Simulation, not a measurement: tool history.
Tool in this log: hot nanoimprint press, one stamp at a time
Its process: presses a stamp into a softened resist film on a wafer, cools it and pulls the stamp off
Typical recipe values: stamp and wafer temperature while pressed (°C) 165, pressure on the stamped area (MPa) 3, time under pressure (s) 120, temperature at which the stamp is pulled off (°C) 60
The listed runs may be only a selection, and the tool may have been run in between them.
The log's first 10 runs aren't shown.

run   hour  stamp and wafer temperature while pressed (°C)  pressure on the stamped area (MPa)  time under pressure (s)  temperature at which the stamp is pulled off (°C)  hours of work since the thermocouple was calibrated  imprints on the stamp's release coat  hours of work since the press's seals were changed  resist left under the stamp's widest pad (nm)  greatest force while the stamp is pulled off (N)
 11    233                                             165                                   3                      120                                                 60                                                   58                                   531                                                 741                                          183.7                                                99
 12  260.7                                             165                                   3                      120                                                 60                                                   72                                   632                                                 755                                          184.9                                               104
 13  297.6                                             165                                   3                      120                                                 60                                                   91                                   767                                                 774                                          182.7                                               104
 14  335.7                                             165                                   3                      120                                                 60                                                  110                                   906                                                 794                                          182.9                                               106
 15  366.2                                             165                                   3                      120                                                 60                                                  126                                  1018                                                 809                                            183                                               109
 16  385.2                                             165                                   3                      120                                                 60                                                  136                                  1087                                                 819                                          181.8                                               106
 17  417.1                                             165                                   3                      120                                                 60                                                  152                                  1204                                                 835                                          181.7                                               113
     441.8  -- stamp cleaned and given a new release coat
 18  455.8                                             165                                   3                      120                                                 60                                                  169                                    52                                                 852                                          183.6                                                92
 19  486.4                                             165                                   3                       63                                                 68                                                  184                                   164                                                 868                                          232.5                                                81
 20    524                                             165                                   3                       63                                                 68                                                  203                                   301                                                 887                                          231.7                                                85
 21  547.1                                             165                                   3                       63                                                 46                                                  215                                   385                                                 898                                          232.3                                               127
 22  562.5                                             161                                3.73                       61                                                 52                                                  223                                   442                                                 906                                          253.9                                               112
 23  585.3                                             161                                3.73                       61                                                 52                                                  235                                   525                                                 918                                          252.6                                               111
 24  608.6                                             165                                3.57                       99                                                 63                                                  247                                   610                                                 930                                            178                                                96
 25  639.6                                             173                                4.48                       65                                                 60                                                  262                                   724                                                 946                                          133.6                                               103
 26  674.5                                             173                                4.48                       65                                                 60                                                  280                                   851                                                 964                                            133                                               107
     694.3  -- press's hydraulic seals changed and the load cell set to zero
 27  703.3                                             173                                 4.4                      140                                                 54                                                  291                                   927                                                   5                                           90.7                                               117
 28  733.7                                             154                                   3                       69                                                 67                                                  306                                  1038                                                  20                                          338.7                                                93

The next listed run, before its measurement:
 29  766.2                                             175                                4.45                      103                                                 48                                                  323                                  1157                                                  37                                              ?                                                 ?

Run 29 came out at resist left under the stamp's widest pad (nm) 94.3, greatest force while the stamp is pulled off (N) 133.
With no hidden state in the tool, this same run would have given resist left under the stamp's widest pad (nm) 98.6, greatest force while the stamp is pulled off (N) 114.

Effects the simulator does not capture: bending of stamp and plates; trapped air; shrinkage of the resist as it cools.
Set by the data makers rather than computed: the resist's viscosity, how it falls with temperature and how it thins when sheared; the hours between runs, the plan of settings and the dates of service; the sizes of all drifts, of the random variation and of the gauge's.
